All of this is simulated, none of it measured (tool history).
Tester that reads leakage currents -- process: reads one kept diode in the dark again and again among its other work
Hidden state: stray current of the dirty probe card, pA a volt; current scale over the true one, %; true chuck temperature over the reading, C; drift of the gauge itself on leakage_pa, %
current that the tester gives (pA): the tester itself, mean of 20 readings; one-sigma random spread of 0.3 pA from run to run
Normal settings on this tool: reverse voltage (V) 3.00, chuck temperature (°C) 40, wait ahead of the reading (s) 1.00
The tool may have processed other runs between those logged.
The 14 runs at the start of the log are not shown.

run    hour  reverse voltage (V)  chuck temperature (°C)  wait ahead of the reading (s)  hours of work since the probe card was cleaned  hours of work since the tester was calibrated  hours of work since the chuck was calibrated  current that the tester gives (pA)
 15  2167.6                 1.07                      40                           1.00                                            2633                                           2326                                          1583                               76.23
 16  2322.4                 1.07                      40                           1.00                                            2713                                           2406                                          1662                               76.92
 17  2525.1                 1.07                      40                           1.00                                            2818                                           2511                                          1767                               77.49
 18  2666.6                 1.07                      29                           1.00                                            2891                                           2584                                          1840                               34.55
 19  2876.4                 3.17                      23                           1.52                                            2999                                           2692                                          1948                               36.56
 20  3088.1                 3.17                      23                           1.52                                            3108                                           2801                                          2057                               36.66
 21  3248.3                 3.17                      23                           1.52                                            3191                                           2884                                          2140                               37.10
 22  3371.9                 3.17                      23                           1.52                                            3254                                           2947                                          2203                               37.24
     3398.6  -- chuck's temperature calibrated
 23  3569.5                 3.00                      34                           1.26                                            3355                                           3048                                            88                               70.35
     3601.0  -- probe card cleaned and baked
 24  3756.6                 3.00                      34                           1.26                                              80                                           3143                                           183                               65.98

Estimate the outcome of run 25 from the log above:
 25  3906.7                 1.15                      46                           1.00                                             158                                           3220                                           260                                   ?

current that the tester gives (pA): 110.64
With the hidden condition absent and the run-to-run variation left alone, this run would have shown current that the tester gives (pA) 106.05.
